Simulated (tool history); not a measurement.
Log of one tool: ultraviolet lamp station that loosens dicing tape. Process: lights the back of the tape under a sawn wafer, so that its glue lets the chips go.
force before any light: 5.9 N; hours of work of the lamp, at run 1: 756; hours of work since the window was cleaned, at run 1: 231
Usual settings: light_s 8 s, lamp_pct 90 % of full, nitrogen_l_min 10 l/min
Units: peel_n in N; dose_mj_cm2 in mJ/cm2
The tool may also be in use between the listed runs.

run,hour,light_s,lamp_pct,nitrogen_l_min,hours of work of the lamp,hours of work since the window was cleaned,peel_n,dose_mj_cm2
1,0,8,90,10,756,231,0.723,211
2,51.5,8,90,10,791,266,0.728,210
3,95,8,90,10,820,295,0.763,205
4,129.9,8,90,10,843,319,0.769,200
5,163.7,8,90,10,866,342,0.831,199
6,214.9,8,90,10,901,376,0.825,191
7,268.9,8,90,10,937,413,0.916,190
8,317,8,90,10,970,445,0.934,185
9,371.8,6,90,10,1006,482,1.538,135
10,420.1,6,90,10,1039,514,1.577,134
# hour 425.3: window cleaned of glue's vapour
11,474.9,6,90,10,1076,33,1.597,121
12,524.1,6,94,10,1109,67,1.587,128
13,582.5,6,94,10,1148,106,1.642,127
14,647.9,8,90,8,1192,150,1.419,155
15,676.8,8,90,8,1212,169,1.396,156
16,718.9,8,90,10,1240,198,1.307,149
# hour 733.2: window cleaned of glue's vapour, once more
17,769.6,8,90,10,1274,25,0.927,189
18,833.1,8,90,10,1317,67,0.957,182
19,871.1,8,90,10,1342,93,0.981,177
20,938,12,95,14,1387,138,0.342,270
21,985.3,14,62,4,1419,170,1.299,201
# hour 1025.8: lamp changed
22,1046.1,15,62,13,14,210,0.189,363
23,1090,15,62,13,43,240,0.169,364
24,1155.2,7,67,14,87,284,0.848,174
25,1187.4,5,63,5,109,305,2.252,119
26,1227.6,14,90,17,136,333,0.107,467
27,1270.2,8,79,4,165,361,1.078,234
28,1339.1,15,61,4,211,408,0.54,326
29,1387.9,15,99,8,244,441,0.129,516
30,1428.2,15,99,8,271,468,0.122,506
31,1488.3,15,99,8,312,508,0.125,491
32,1516.5,15,78,4,331,527,0.377,387
33,1562.9,15,91,17,362,559,0.12,443
34,1632.3,7,81,19,409,605,0.766,181
# hour 1691.9: window cleaned of glue's vapour
35,1691.9,7,78,11,449,0,0.765,201
36,1721.1,8,90,7,468,20,0.59,263

How the hidden state differs across the entries between the runs, from the last listed run before each to the first after it:
Between runs 10 and 11: window cleaned of glue's vapour (hour 425.3)
  lamp's light, % of a new lamp's: 68.3 -> 67.4; light that the window lets through, % of a clean one's: 85.2 -> 82.4
  measured less the result without the state, peel_n: +0.936 -> +0.986 N; dose_mj_cm2: -96 -> -101 mJ/cm2
Between runs 16 and 17: window cleaned of glue's vapour, once more (hour 733.2)
  lamp's light, % of a new lamp's: 62.7 -> 61.7; light that the window lets through, % of a clean one's: 78.1 -> 99.1
  measured less the result without the state, peel_n: +0.984 -> +0.605 N; dose_mj_cm2: -156 -> -119 mJ/cm2
Between runs 21 and 22: lamp changed (hour 1025.8)
  lamp's light, % of a new lamp's: 57.7 -> 99.6; light that the window lets through, % of a clean one's: 95.2 -> 94.2
  measured less the result without the state, peel_n: +0.881 -> +0.023 N; dose_mj_cm2: -166 -> -24 mJ/cm2
Between runs 34 and 35: window cleaned of glue's vapour (hour 1691.9)
  lamp's light, % of a new lamp's: 88.8 -> 87.5; light that the window lets through, % of a clean one's: 83.9 -> 99.6
  measured less the result without the state, peel_n: +0.357 -> +0.185 N; dose_mj_cm2: -62 -> -30 mJ/cm2

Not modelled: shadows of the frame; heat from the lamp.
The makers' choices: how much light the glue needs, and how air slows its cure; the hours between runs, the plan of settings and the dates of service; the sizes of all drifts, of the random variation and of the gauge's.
